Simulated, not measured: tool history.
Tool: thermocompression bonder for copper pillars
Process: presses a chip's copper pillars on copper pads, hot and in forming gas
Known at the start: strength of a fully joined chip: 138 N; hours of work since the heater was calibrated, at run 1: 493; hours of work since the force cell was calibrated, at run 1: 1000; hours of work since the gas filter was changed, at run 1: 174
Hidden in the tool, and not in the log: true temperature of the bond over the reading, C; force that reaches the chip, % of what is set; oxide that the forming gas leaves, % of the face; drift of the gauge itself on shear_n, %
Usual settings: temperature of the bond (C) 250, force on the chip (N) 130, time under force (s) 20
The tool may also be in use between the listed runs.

| run | hour | temperature of the bond (C) | force on the chip (N) | time under force (s) | hours of work since the heater was calibrated | hours of work since the force cell was calibrated | hours of work since the gas filter was changed | force that shears a chip off (N) |
|---|---|---|---|---|---|---|---|---|
| 1 | 0 | 250 | 130 | 20 | 493 | 1000 | 174 | 65.6 |
| 2 | 14.2 | 250 | 130 | 20 | 504 | 1011 | 184 | 65.1 |
| 3 | 40.6 | 250 | 130 | 20 | 524 | 1032 | 205 | 65.1 |
| 4 | 62 | 250 | 130 | 20 | 541 | 1048 | 221 | 64.5 |
| 5 | 74.9 | 250 | 130 | 47 | 551 | 1058 | 231 | 84.7 |
| 6 | 88.3 | 250 | 130 | 47 | 561 | 1068 | 241 | 84.9 |
| 7 | 116.9 | 250 | 130 | 47 | 583 | 1090 | 263 | 84.2 |
| 8 | 144.4 | 250 | 122 | 47 | 604 | 1111 | 284 | 81.8 |
| 9 | 169.5 | 250 | 122 | 47 | 623 | 1130 | 303 | 82.1 |
| 10 | 192.1 | 250 | 122 | 14 | 641 | 1148 | 321 | 54.4 |
| 11 | 212.6 | 250 | 122 | 14 | 656 | 1163 | 336 | 54 |
|  | 238.9 | force cell calibrated |
| 12 | 245 | 250 | 122 | 14 | 680 | 5 | 360 | 56.5 |
| 13 | 269.2 | 264 | 110 | 13 | 699 | 23 | 379 | 60 |
| 14 | 298.7 | 258 | 80 | 25 | 721 | 46 | 401 | 58.5 |
| 15 | 321.1 | 258 | 80 | 25 | 738 | 63 | 418 | 58.9 |
| 16 | 338.1 | 271 | 108 | 28 | 751 | 76 | 431 | 80.6 |
| 17 | 364.8 | 250 | 130 | 36 | 772 | 97 | 452 | 79.7 |
| 18 | 383.7 | 250 | 130 | 36 | 786 | 111 | 466 | 79.9 |
| 19 | 396.3 | 268 | 98 | 13 | 796 | 121 | 476 | 57.1 |
| 20 | 421.2 | 268 | 98 | 13 | 815 | 140 | 495 | 57.5 |

Hidden state at the last listed run before each entry between runs and at the first one after, where it differs:
Between runs 11 and 12: force cell calibrated (hour 238.9)
  true temperature of the bond over the reading, C: 3.2 -> 3.3; force that reaches the chip, % of what is set: 92.1 -> 99.9; oxide that the forming gas leaves, % of the face: 4.41 -> 4.68
  measured less the result without the state, force that shears a chip off (N): -3.1 -> -0.4
